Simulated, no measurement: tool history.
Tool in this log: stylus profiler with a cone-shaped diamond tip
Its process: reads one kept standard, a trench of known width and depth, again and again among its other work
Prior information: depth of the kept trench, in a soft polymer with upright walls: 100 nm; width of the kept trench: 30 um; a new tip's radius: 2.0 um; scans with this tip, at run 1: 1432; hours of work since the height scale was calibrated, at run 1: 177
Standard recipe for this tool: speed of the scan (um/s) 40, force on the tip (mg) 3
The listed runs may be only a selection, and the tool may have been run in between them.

run,hour,speed of the scan (um/s),force on the tip (mg),scans with this tip,hours of work since the height scale was calibrated,depth of the trench (angstrom),width of the trench's floor (um)
1,0,40,3,1432,177,1007.2,28.51
2,105.6,112,3,1781,221,1006,28.17
3,165,112,3,1978,245,1006.2,28.25
4,234.5,112,3,2208,274,1006.6,28.23
5,360.7,40,3.06,2626,325,1006.7,28.42
6,484.7,104,3,3036,376,1005.8,28.17
7,574.2,32,3,3333,413,1005.7,28.44
8,686.8,40,1.57,3706,459,1002.7,28.32
9,781,40,3,4018,498,1005.4,28.35
10,865.2,40,3,4296,532,1005.5,28.35
11,963.3,40,3,4621,573,1005.6,28.36
12,1072.5,40,3,4983,617,1004.7,28.33
13,1174.2,55,3,5320,659,1005.3,28.25
14,1262.7,55,3,5612,695,1004.5,28.16
15,1381.8,40,3,6007,744,1003.9,28.28
16,1502,40,3,6405,794,1004.5,28.26
17,1587.7,40,3,6689,829,1002.8,28.26
18,1672.2,138,1.31,6968,863,1001.3,27.52
19,1736.6,18,1.21,7182,890,1000.4,28.31
20,1846.9,18,1.21,7547,935,1000.2,28.26
21,1932.5,92,2.81,7830,970,1003.9,27.95
22,2064.2,72,2.81,8266,1024,1001.8,28.05
23,2118.8,73,3.01,8447,1047,1003.1,28.01
24,2254,73,3.01,8895,1102,1002.9,28.01
25,2366.1,73,3.01,9266,1148,1003.1,27.96
26,2442.1,104,2.17,9517,1179,1000.5,27.8
27,2524,140,2.02,9789,1213,1000.8,27.54
28,2646.1,140,2.02,10193,1263,1001.8,27.55
29,2739.7,17,5.51,10503,1301,1004.8,28.15
30,2806,18,1.54,10722,1329,1001,28.07
31,2916.6,18,1.54,11088,1374,999.6,28.09
32,3006.3,100,5.55,11385,1411,1006.1,27.84
33,3064.2,71,1.33,11577,1435,998.9,27.67
34,3170.2,71,1.33,11928,1478,998.9,27.71

Subtracting, for every run, the result it would have given without the tool's unlogged condition from the measured result gives the following. The same run-to-run variation enters both numbers; the gauge's scatter may not:
Hidden state present: radius of the tip, um; height scale over the true one, %; drift of the gauge itself on depth_nm, %; drift of the gauge itself on floor_um, %.
run,depth of the trench (angstrom),width of the trench's floor (um)
1,-0.5,-0.07
2,-0.7,-0.1
3,-0.7,-0.11
4,-0.9,-0.12
5,-1.1,-0.15
6,-1.2,-0.18
7,-1.4,-0.19
8,-1.5,-0.21
9,-1.6,-0.23
10,-1.8,-0.24
11,-1.9,-0.27
12,-2.1,-0.28
13,-2.3,-0.3
14,-2.4,-0.32
15,-2.5,-0.33
16,-2.8,-0.35
17,-2.8,-0.37
18,-3,-0.38
19,-3.1,-0.39
20,-3.2,-0.42
21,-3.3,-0.43
22,-3.5,-0.45
23,-3.6,-0.45
24,-3.8,-0.48
25,-4,-0.5
26,-4,-0.51
27,-4.2,-0.52
28,-4.3,-0.54
29,-4.6,-0.56
30,-4.6,-0.56
31,-4.7,-0.58
32,-4.8,-0.6
33,-4.9,-0.6
34,-5.1,-0.62
